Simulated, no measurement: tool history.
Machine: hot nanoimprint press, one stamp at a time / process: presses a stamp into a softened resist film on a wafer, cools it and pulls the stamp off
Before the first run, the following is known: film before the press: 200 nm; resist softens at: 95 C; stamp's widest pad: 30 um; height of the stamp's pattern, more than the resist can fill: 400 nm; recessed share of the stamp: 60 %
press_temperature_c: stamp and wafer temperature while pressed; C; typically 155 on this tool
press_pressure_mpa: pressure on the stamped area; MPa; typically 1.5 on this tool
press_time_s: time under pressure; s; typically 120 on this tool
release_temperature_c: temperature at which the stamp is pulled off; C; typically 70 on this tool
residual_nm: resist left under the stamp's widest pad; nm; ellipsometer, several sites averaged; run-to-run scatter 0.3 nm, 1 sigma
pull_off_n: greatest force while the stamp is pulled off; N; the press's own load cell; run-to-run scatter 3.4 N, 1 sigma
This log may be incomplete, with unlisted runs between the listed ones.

| run | day | press_temperature_c | press_pressure_mpa | press_time_s | release_temperature_c | residual_nm | pull_off_n |
|---|---|---|---|---|---|---|---|
| 1 | 0 | 155 | 1.5 | 120 | 70 | 72.7 | 270 |
| 2 | 1.783 | 155 | 1.5 | 120 | 58 | 71.9 | 332 |
| 3 | 3.479 | 155 | 1.5 | 120 | 58 | 71.6 | 344 |
| 4 | 4.975 | 155 | 1.5 | 120 | 70 | 71.8 | 278 |
| 5 | 5.938 | 155 | 1.5 | 126 | 70 | 70.6 | 284 |
|  | 6.371 | stamp cleaned and given a new release coat |
| 6 | 7.525 | 155 | 1.5 | 126 | 70 | 70.7 | 236 |
| 7 | 8.475 | 155 | 1.5 | 126 | 70 | 70.1 | 240 |
| 8 | 9.329 | 155 | 1.5 | 126 | 70 | 69.9 | 243 |
|  | 9.542 | plate thermocouple calibrated |
| 9 | 11.371 | 155 | 1.5 | 126 | 70 | 70.1 | 246 |
| 10 | 13.158 | 155 | 1.5 | 120 | 70 | 70.7 | 245 |
| 11 | 14.617 | 155 | 1.5 | 120 | 70 | 70.4 | 261 |
| 12 | 15.675 | 155 | 1.5 | 120 | 70 | 69.9 | 253 |
| 13 | 17.146 | 155 | 1.5 | 120 | 70 | 70.2 | 260 |
| 14 | 18.788 | 155 | 1.5 | 120 | 70 | 69.6 | 266 |
| 15 | 19.875 | 155 | 1.5 | 120 | 70 | 69.6 | 262 |
|  | 20.296 | plate thermocouple calibrated, once more |
| 16 | 21.092 | 155 | 1.5 | 120 | 70 | 73.1 | 271 |
| 17 | 22.321 | 164 | 2.04 | 211 | 60 | 33.9 | 330 |
| 18 | 23.133 | 155 | 2.3 | 207 | 76 | 46.4 | 253 |
| 19 | 25.104 | 155 | 2.3 | 207 | 76 | 46.4 | 256 |
|  | 25.5 | stamp cleaned and given a new release coat |
| 20 | 27.283 | 155 | 1.36 | 115 | 76 | 76.8 | 216 |
| 21 | 29.271 | 148 | 1.7 | 69 | 65 | 110.3 | 267 |
| 22 | 30.792 | 148 | 1.7 | 69 | 65 | 109.9 | 266 |
| 23 | 32.1 | 161 | 1.7 | 90 | 65 | 60.3 | 272 |
| 24 | 33.662 | 161 | 1.7 | 90 | 65 | 59.3 | 285 |
| 25 | 35.154 | 161 | 1.57 | 238 | 65 | 40.5 | 278 |
| 26 | 36.083 | 161 | 1.57 | 238 | 65 | 40.6 | 289 |
| 27 | 37.817 | 157 | 1.42 | 120 | 70 | 66.9 | 264 |
| 28 | 39.579 | 155 | 2.14 | 76 | 70 | 71.8 | 269 |
| 29 | 40.608 | 155 | 2.14 | 76 | 70 | 72.2 | 276 |

Predict each of these 5 candidate next runs independently; none follows another, all start after run 29:
| A | 42.433 | 163 | 2.14 | 76 | 59 | ? | ? |
| B | 42.433 | 161 | 1.5 | 150 | 56 | ? | ? |
| C | 42.433 | 155 | 1.74 | 76 | 70 | ? | ? |
| D | 42.433 | 155 | 2.14 | 103 | 70 | ? | ? |
| E | 42.433 | 167 | 2.14 | 76 | 70 | ? | ? |

| run | residual_nm | pull_off_n |
|---|---|---|
| A | 52.4 | 333 |
| B | 50.6 | 339 |
| C | 78.8 | 275 |
| D | 63.2 | 279 |
| E | 45.1 | 280 |
What these runs would have given with no unlogged condition in the tool:
| run | residual_nm | pull_off_n |
|---|---|---|
| A | 53.7 | 282 |
| B | 52.2 | 287 |
| C | 81.2 | 234 |
| D | 65 | 237 |
| E | 46.1 | 238 |
